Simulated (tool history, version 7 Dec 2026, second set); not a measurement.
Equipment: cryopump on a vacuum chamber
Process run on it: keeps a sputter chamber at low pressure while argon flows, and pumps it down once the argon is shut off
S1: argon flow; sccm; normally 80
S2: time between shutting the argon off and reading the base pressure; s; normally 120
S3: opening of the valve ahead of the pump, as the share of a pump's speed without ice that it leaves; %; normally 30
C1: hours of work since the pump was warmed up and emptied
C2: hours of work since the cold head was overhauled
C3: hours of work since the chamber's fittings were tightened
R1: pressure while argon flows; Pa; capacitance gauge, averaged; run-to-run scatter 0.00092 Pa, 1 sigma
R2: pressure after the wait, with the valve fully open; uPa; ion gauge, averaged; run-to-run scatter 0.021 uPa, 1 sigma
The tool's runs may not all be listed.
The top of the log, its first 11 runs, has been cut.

{"run": 12, "hour": 758.1, "S1": 80, "S2": 189, "S3": 30, "C1": 122, "C2": 2630, "C3": 1189, "R1": 0.1981, "R2": 0.8}
{"run": 13, "hour": 842.4, "S1": 80, "S2": 189, "S3": 30, "C1": 182, "C2": 2690, "C3": 1249, "R1": 0.2025, "R2": 0.83}
{"run": 14, "hour": 884.6, "S1": 80, "S2": 23, "S3": 30, "C1": 212, "C2": 2720, "C3": 1279, "R1": 0.2023, "R2": 1.8}
{"run": 15, "hour": 944.2, "S1": 80, "S2": 23, "S3": 30, "C1": 254, "C2": 2763, "C3": 1321, "R1": 0.2048, "R2": 1.77}
{"run": 16, "hour": 982.8, "S1": 80, "S2": 23, "S3": 30, "C1": 281, "C2": 2790, "C3": 1348, "R1": 0.2053, "R2": 1.84}
{"run": 17, "hour": 1036.8, "S1": 80, "S2": 23, "S3": 30, "C1": 320, "C2": 2828, "C3": 1387, "R1": 0.2067, "R2": 1.85}
{"run": 18, "hour": 1082.9, "S1": 80, "S2": 23, "S3": 30, "C1": 352, "C2": 2861, "C3": 1419, "R1": 0.2107, "R2": 1.86}
{"run": 19, "hour": 1119.9, "S1": 80, "S2": 23, "S3": 30, "C1": 379, "C2": 2888, "C3": 1446, "R1": 0.2091, "R2": 1.87}
{"run": 20, "hour": 1201.9, "S1": 80, "S2": 23, "S3": 30, "C1": 437, "C2": 2946, "C3": 1504, "R1": 0.2142, "R2": 1.97}
{"hour": 1245.3, "done": "pump warmed up, emptied and cooled again"}
{"run": 21, "hour": 1255.4, "S1": 80, "S2": 23, "S3": 30, "C1": 7, "C2": 2980, "C3": 1539, "R1": 0.1949, "R2": 1.79}
{"run": 22, "hour": 1346.1, "S1": 153, "S2": 48, "S3": 27, "C1": 72, "C2": 3045, "C3": 1603, "R1": 0.4181, "R2": 1.34}
{"run": 23, "hour": 1399.3, "S1": 153, "S2": 48, "S3": 27, "C1": 109, "C2": 3083, "C3": 1641, "R1": 0.4233, "R2": 1.33}
{"run": 24, "hour": 1453.2, "S1": 121, "S2": 35, "S3": 23, "C1": 148, "C2": 3121, "C3": 1679, "R1": 0.3905, "R2": 1.56}
{"hour": 1512.5, "done": "leaking fittings of the chamber tightened, without venting"}
{"run": 25, "hour": 1522.6, "S1": 51, "S2": 26, "S3": 30, "C1": 196, "C2": 3169, "C3": 7, "R1": 0.1287, "R2": 1.02}
{"run": 26, "hour": 1613.7, "S1": 51, "S2": 35, "S3": 59, "C1": 260, "C2": 3233, "C3": 72, "R1": 0.0701, "R2": 0.84}
{"run": 27, "hour": 1673.8, "S1": 51, "S2": 35, "S3": 59, "C1": 303, "C2": 3276, "C3": 115, "R1": 0.0735, "R2": 0.82}
{"run": 28, "hour": 1741.9, "S1": 80, "S2": 120, "S3": 59, "C1": 352, "C2": 3325, "C3": 163, "R1": 0.1138, "R2": 0.44}
{"run": 29, "hour": 1794.2, "S1": 44, "S2": 66, "S3": 59, "C1": 389, "C2": 3362, "C3": 200, "R1": 0.0644, "R2": 0.68}
{"run": 30, "hour": 1846.1, "S1": 121, "S2": 110, "S3": 59, "C1": 426, "C2": 3399, "C3": 237, "R1": 0.1795, "R2": 0.51}
{"run": 31, "hour": 1886.2, "S1": 50, "S2": 241, "S3": 32, "C1": 454, "C2": 3427, "C3": 266, "R1": 0.1272, "R2": 0.45}
{"hour": 1906.0, "done": "pump warmed up, emptied and cooled again"}
{"run": 32, "hour": 1945.5, "S1": 80, "S2": 177, "S3": 42, "C1": 28, "C2": 3466, "C3": 304, "R1": 0.1416, "R2": 0.46}
{"run": 33, "hour": 2018.4, "S1": 80, "S2": 177, "S3": 42, "C1": 80, "C2": 3518, "C3": 356, "R1": 0.1438, "R2": 0.47}
{"run": 34, "hour": 2093.2, "S1": 113, "S2": 76, "S3": 30, "C1": 133, "C2": 3571, "C3": 409, "R1": 0.2854, "R2": 0.66}
{"run": 35, "hour": 2164.4, "S1": 121, "S2": 22, "S3": 26, "C1": 184, "C2": 3621, "C3": 460, "R1": 0.3527, "R2": 1.39}

Forecast each of these 3 alternatives for the next run:
{"run": "A", "hour": 2205.7, "S1": 72, "S2": 87, "S3": 16, "C1": 213, "C2": 3651, "C3": 489, "R1": "?", "R2": "?"}
{"run": "B", "hour": 2205.7, "S1": 32, "S2": 120, "S3": 30, "C1": 213, "C2": 3651, "C3": 489, "R1": "?", "R2": "?"}
{"run": "C", "hour": 2205.7, "S1": 49, "S2": 163, "S3": 30, "C1": 213, "C2": 3651, "C3": 489, "R1": "?", "R2": "?"}

run=A R1=0.3381 R2=0.65
run=B R1=0.0821 R2=0.57
run=C R1=0.1249 R2=0.56
What these runs would have given with no unlogged condition in the tool:
run=A R1=0.3283 R2=0.37
run=B R1=0.0777 R2=0.29
run=C R1=0.1182 R2=0.28

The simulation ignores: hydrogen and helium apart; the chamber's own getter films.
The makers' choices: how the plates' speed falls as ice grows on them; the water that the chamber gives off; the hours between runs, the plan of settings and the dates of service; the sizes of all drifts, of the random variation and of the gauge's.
